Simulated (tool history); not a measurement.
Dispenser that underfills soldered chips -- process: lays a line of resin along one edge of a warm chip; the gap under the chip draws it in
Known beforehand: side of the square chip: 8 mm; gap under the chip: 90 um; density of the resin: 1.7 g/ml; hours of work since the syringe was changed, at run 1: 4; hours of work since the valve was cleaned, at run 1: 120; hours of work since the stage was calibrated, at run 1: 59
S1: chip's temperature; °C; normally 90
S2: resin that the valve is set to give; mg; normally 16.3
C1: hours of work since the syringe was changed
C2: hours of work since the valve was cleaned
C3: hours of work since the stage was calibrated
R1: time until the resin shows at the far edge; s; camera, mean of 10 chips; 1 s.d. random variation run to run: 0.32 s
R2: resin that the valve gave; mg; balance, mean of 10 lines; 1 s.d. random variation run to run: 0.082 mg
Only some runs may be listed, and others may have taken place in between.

{"run": 1, "hour": 0.0, "S1": 90, "S2": 16.3, "C1": 4, "C2": 120, "C3": 59, "R1": 15.1, "R2": 15.67}
{"hour": 4.2, "done": "new syringe of resin"}
{"run": 2, "hour": 8.4, "S1": 90, "S2": 16.3, "C1": 3, "C2": 126, "C3": 65, "R1": 14.2, "R2": 15.65}
{"hour": 13.2, "done": "new syringe of resin"}
{"run": 3, "hour": 18.4, "S1": 84, "S2": 16.3, "C1": 4, "C2": 133, "C3": 73, "R1": 17.1, "R2": 15.36}
{"hour": 22.5, "done": "new syringe of resin"}
{"hour": 31.2, "done": "new syringe of resin"}
{"run": 4, "hour": 32.5, "S1": 90, "S2": 16.3, "C1": 1, "C2": 143, "C3": 83, "R1": 11.8, "R2": 15.46}
{"hour": 34.3, "done": "dispensing valve cleaned and set on the balance"}
{"hour": 40.9, "done": "new syringe of resin"}
{"run": 5, "hour": 46.2, "S1": 90, "S2": 18.5, "C1": 4, "C2": 9, "C3": 92, "R1": 14.9, "R2": 18.4}
{"hour": 49.6, "done": "new syringe of resin"}
{"run": 6, "hour": 55.5, "S1": 98, "S2": 18.4, "C1": 4, "C2": 15, "C3": 98, "R1": 11.0, "R2": 18.47}
{"hour": 58.3, "done": "new syringe of resin"}
{"run": 7, "hour": 63.7, "S1": 93, "S2": 19.0, "C1": 4, "C2": 21, "C3": 104, "R1": 12.7, "R2": 19.02}
{"hour": 67.5, "done": "new syringe of resin"}
{"run": 8, "hour": 74.8, "S1": 93, "S2": 19.0, "C1": 5, "C2": 29, "C3": 112, "R1": 14.5, "R2": 18.92}
{"hour": 76.6, "done": "new syringe of resin"}
{"run": 9, "hour": 82.3, "S1": 93, "S2": 19.0, "C1": 4, "C2": 34, "C3": 117, "R1": 13.0, "R2": 18.89}
{"hour": 85.9, "done": "new syringe of resin"}
{"hour": 95.3, "done": "new syringe of resin"}
{"run": 10, "hour": 95.3, "S1": 97, "S2": 14.3, "C1": 0, "C2": 43, "C3": 126, "R1": 8.0, "R2": 14.15}

Below, some changes in R1 between adjacent runs. For each, the amount present without the hidden state too (settings, incoming material, random variation) and the amount remaining for the hidden state with gauge scatter not shared by both compared results:
What the log doesn't record here: resin's viscosity, % of fresh resin's; dose that the valve gives, % of what is set; true chip temperature over the reading, C; drift of the gauge itself on fill_s, %; drift of the gauge itself on given_mg, %.
Run 3 -> 4: S1 84 -> 90, new syringe of resin, new syringe of resin. R1 -5.3 s: hidden state -3.4, all else -1.9.
Run 9 -> 10: S1 93 -> 97, S2 19.0 -> 14.3, new syringe of resin, new syringe of resin. R1 -5.0 s: hidden state -3.5, all else -1.5.

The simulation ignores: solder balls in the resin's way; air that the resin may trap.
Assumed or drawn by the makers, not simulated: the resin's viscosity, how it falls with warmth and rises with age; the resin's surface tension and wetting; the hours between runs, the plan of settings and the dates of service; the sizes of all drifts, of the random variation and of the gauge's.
